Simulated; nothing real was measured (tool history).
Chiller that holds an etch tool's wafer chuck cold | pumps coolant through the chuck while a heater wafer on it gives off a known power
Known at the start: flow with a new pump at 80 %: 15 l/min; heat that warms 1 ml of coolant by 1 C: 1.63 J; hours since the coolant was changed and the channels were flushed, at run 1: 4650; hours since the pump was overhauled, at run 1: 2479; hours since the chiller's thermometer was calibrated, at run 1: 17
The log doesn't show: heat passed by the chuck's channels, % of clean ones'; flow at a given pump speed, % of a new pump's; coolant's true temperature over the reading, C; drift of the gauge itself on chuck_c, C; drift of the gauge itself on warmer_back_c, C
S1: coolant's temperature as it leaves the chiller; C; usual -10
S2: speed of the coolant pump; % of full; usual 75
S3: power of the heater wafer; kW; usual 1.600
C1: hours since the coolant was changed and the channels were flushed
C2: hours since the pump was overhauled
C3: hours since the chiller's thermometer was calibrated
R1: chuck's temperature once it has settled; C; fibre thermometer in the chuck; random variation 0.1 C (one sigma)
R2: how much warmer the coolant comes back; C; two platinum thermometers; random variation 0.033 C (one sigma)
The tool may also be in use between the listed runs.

Run 1, day 0.000: usual settings; C1 4650; C2 2479; C3 17. Result: R1 2.3 C, R2 4.16 C.
Run 2, day 3.542: usual settings; C1 4735; C2 2564; C3 102. Result: R1 2.3 C, R2 4.21 C.
Run 3, day 6.167: usual settings but S2 74 % of full; C1 4798; C2 2627; C3 165. Result: R1 2.5 C, R2 4.27 C.
Run 4, day 8.950: usual settings but S2 64 % of full; C1 4865; C2 2694; C3 232. Result: R1 3.4 C, R2 4.93 C.
Run 5, day 12.850: usual settings but S2 64 % of full; C1 4959; C2 2788; C3 326. Result: R1 3.7 C, R2 4.95 C.
Run 6, day 15.408: usual settings but S1 -7 C; C1 5020; C2 2849; C3 387. Result: R1 5.2 C, R2 4.27 C.
Run 7, day 17.900: usual settings; C1 5080; C2 2909; C3 447. Result: R1 2.5 C, R2 4.31 C.
Run 8, day 22.108: usual settings; C1 5181; C2 3010; C3 548. Result: R1 2.4 C, R2 4.30 C.
Run 9, day 25.508: usual settings; C1 5263; C2 3091; C3 629. Result: R1 2.5 C, R2 4.32 C.
Run 10, day 28.446: usual settings but S1 -9 C; C1 5333; C2 3162; C3 700. Result: R1 3.6 C, R2 4.30 C.
Run 11, day 31.808: usual settings but S1 -9 C; C1 5414; C2 3243; C3 781. Result: R1 3.5 C, R2 4.32 C.
Run 12, day 35.138: usual settings but S3 2.059 kW; C1 5494; C2 3322; C3 861. Result: R1 5.9 C, R2 5.57 C.
Run 13, day 38.275: usual settings but S3 2.059 kW; C1 5569; C2 3398; C3 936. Result: R1 5.9 C, R2 5.61 C.
At day 40.029: coolant changed, channels flushed.
Run 14, day 41.496: usual settings but S3 2.059 kW; C1 35; C2 3469; C3 1007. Result: R1 5.8 C, R2 5.57 C.
Run 15, day 45.025: usual settings but S3 2.059 kW; C1 120; C2 3554; C3 1092. Result: R1 6.0 C, R2 5.62 C.
Run 16, day 49.233: usual settings; C1 221; C2 3655; C3 1193. Result: R1 2.3 C, R2 4.51 C.
Run 17, day 53.429: usual settings but S2 92 % of full, S3 0.831 kW; C1 322; C2 3755; C3 1293. Result: R1 -4.4 C, R2 2.08 C.
Run 18, day 57.412: usual settings but S2 73 % of full, S3 1.042 kW; C1 417; C2 3851; C3 1389. Result: R1 -1.8 C, R2 3.08 C.
Run 19, day 60.638: usual settings but S2 73 % of full, S3 1.042 kW; C1 495; C2 3928; C3 1466. Result: R1 -1.8 C, R2 3.13 C.
Run 20, day 62.571: usual settings but S3 2.354 kW; C1 541; C2 3975; C3 1513. Result: R1 8.2 C, R2 6.51 C.
Run 21, day 64.275: usual settings but S1 -5 C, S2 100 % of full, S3 1.350 kW; C1 582; C2 4016; C3 1554. Result: R1 3.9 C, R2 3.02 C.
Run 22, day 68.250: usual settings but S1 -12 C, S2 100 % of full, S3 1.350 kW; C1 677; C2 4111; C3 1649. Result: R1 -3.1 C, R2 3.05 C.
Run 23, day 72.358: usual settings but S1 -11 C; C1 776; C2 4210; C3 1748. Result: R1 1.3 C, R2 4.57 C.
Run 24, day 75.167: usual settings but S1 -11 C; C1 843; C2 4277; C3 1815. Result: R1 1.4 C, R2 4.61 C.
Run 25, day 77.004: usual settings but S2 76 % of full, S3 1.074 kW; C1 887; C2 4321; C3 1859. Result: R1 -1.7 C, R2 3.17 C.
At day 78.225: gauge calibrated.
Run 26, day 80.838: usual settings but S1 -13 C, S2 83 % of full, S3 2.190 kW; C1 979; C2 4413; C3 1951. Result: R1 3.0 C, R2 5.20 C.
Run 27, day 85.062: usual settings but S2 69 % of full, S3 0.900 kW; C1 1081; C2 4515; C3 2053. Result: R1 -2.8 C, R2 2.59 C.
Run 28, day 87.992: usual settings but S2 69 % of full, S3 0.900 kW; C1 1151; C2 4585; C3 2123. Result: R1 -2.8 C, R2 2.61 C.
Run 29, day 90.942: usual settings but S3 1.619 kW; C1 1222; C2 4656; C3 2194. Result: R1 2.4 C, R2 4.32 C.
Run 30, day 93.883: usual settings but S2 66 % of full; C1 1293; C2 4726; C3 2264. Result: R1 3.3 C, R2 4.82 C.
Run 31, day 97.150: usual settings but S1 -14 C, S2 79 % of full, S3 2.166 kW; C1 1371; C2 4805; C3 2343. Result: R1 2.3 C, R2 5.50 C.

Hidden state at the last listed run before each entry between runs and at the first one after, where it differs:
Between runs 13 and 14: coolant changed, channels flushed (day 40.029)
  heat passed by the chuck's channels, % of clean ones': 99.7 -> 100; drift of the gauge itself on warmer_back_c, C: 0.21 -> 0.23
  measured less the result without the state, R2: +0.22 -> +0.24 C
Between runs 25 and 26: gauge calibrated (day 78.225)
  drift of the gauge itself on warmer_back_c, C: 0.43 -> 0.01
  measured less the result without the state, R2: +0.43 -> +0.02 C

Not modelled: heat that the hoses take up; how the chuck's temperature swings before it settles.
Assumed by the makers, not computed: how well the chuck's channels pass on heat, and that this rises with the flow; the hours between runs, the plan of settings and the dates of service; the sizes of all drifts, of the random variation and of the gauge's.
